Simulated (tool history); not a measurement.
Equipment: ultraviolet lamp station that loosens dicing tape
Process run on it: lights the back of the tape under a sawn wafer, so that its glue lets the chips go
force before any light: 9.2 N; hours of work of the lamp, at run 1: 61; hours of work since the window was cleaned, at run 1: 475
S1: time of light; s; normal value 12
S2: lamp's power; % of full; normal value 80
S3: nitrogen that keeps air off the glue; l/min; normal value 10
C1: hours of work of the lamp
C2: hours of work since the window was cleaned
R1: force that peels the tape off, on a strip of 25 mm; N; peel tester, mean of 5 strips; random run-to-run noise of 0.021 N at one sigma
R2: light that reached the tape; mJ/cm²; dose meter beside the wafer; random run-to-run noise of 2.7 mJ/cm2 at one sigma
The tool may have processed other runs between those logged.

Run 1, hour 0.0: usual settings; C1 61; C2 475. Result: R1 0.997 N, R2 352 mJ/cm².
Run 2, hour 32.1: usual settings; C1 79; C2 492. Result: R1 1.015 N, R2 343 mJ/cm².
Run 3, hour 57.7: usual settings; C1 92; C2 506. Result: R1 0.987 N, R2 350 mJ/cm².
Run 4, hour 86.4: usual settings; C1 108; C2 521. Result: R1 0.999 N, R2 350 mJ/cm².
At hour 101.6: window cleaned of glue's vapour.
Run 5, hour 101.6: usual settings but S3 7 l/min; C1 116; C2 0. Result: R1 1.273 N, R2 357 mJ/cm².
Run 6, hour 120.4: usual settings but S3 7 l/min; C1 126; C2 10. Result: R1 1.232 N, R2 349 mJ/cm².
Run 7, hour 146.0: usual settings but S3 7 l/min; C1 140; C2 24. Result: R1 1.303 N, R2 350 mJ/cm².
Run 8, hour 165.7: usual settings but S1 11 s, S3 12 l/min; C1 150; C2 34. Result: R1 1.059 N, R2 323 mJ/cm².
Run 9, hour 189.3: usual settings but S1 11 s, S3 12 l/min; C1 163; C2 47. Result: R1 1.060 N, R2 320 mJ/cm².
Run 10, hour 222.3: usual settings but S1 8 s, S2 89 % of full, S3 7 l/min; C1 181; C2 65. Result: R1 2.001 N, R2 258 mJ/cm².
Run 11, hour 241.1: usual settings but S3 5 l/min; C1 191; C2 75. Result: R1 1.554 N, R2 350 mJ/cm².
Run 12, hour 265.6: usual settings but S1 10 s, S2 62 % of full, S3 15 l/min; C1 204; C2 88. Result: R1 1.781 N, R2 225 mJ/cm².
Run 13, hour 290.1: usual settings but S1 13 s, S2 70 % of full, S3 6 l/min; C1 217; C2 101. Result: R1 1.523 N, R2 334 mJ/cm².

Each row is a separate what-if for the run after 13, all from the same tool condition, not one after another. Results?
Run A, hour 321.2: usual settings but S1 9 s, S2 70 % of full, S3 20 l/min; C1 234; C2 118. Result: R1 ?, R2 ?.
Run B, hour 321.2: usual settings but S2 74 % of full; C1 234; C2 118. Result: R1 ?, R2 ?.
Run C, hour 321.2: usual settings but S1 24 s, S2 70 % of full, S3 8 l/min; C1 234; C2 118. Result: R1 ?, R2 ?.
Run D, hour 321.2: usual settings but S1 20 s; C1 234; C2 118. Result: R1 ?, R2 ?.
Run E, hour 321.2: usual settings but S1 16 s, S2 95 % of full, S3 7 l/min; C1 234; C2 118. Result: R1 ?, R2 ?.

run     R1   R2
  A  1.476  231
  B  1.131  325
  C  0.328  614
  D  0.289  585
  E  0.455  560
With the hidden condition removed and each run's random variation left untouched, the same runs would have given:
run     R1   R2
  A  1.475  231
  B  1.130  325
  C  0.328  614
  D  0.289  585
  E  0.454  560

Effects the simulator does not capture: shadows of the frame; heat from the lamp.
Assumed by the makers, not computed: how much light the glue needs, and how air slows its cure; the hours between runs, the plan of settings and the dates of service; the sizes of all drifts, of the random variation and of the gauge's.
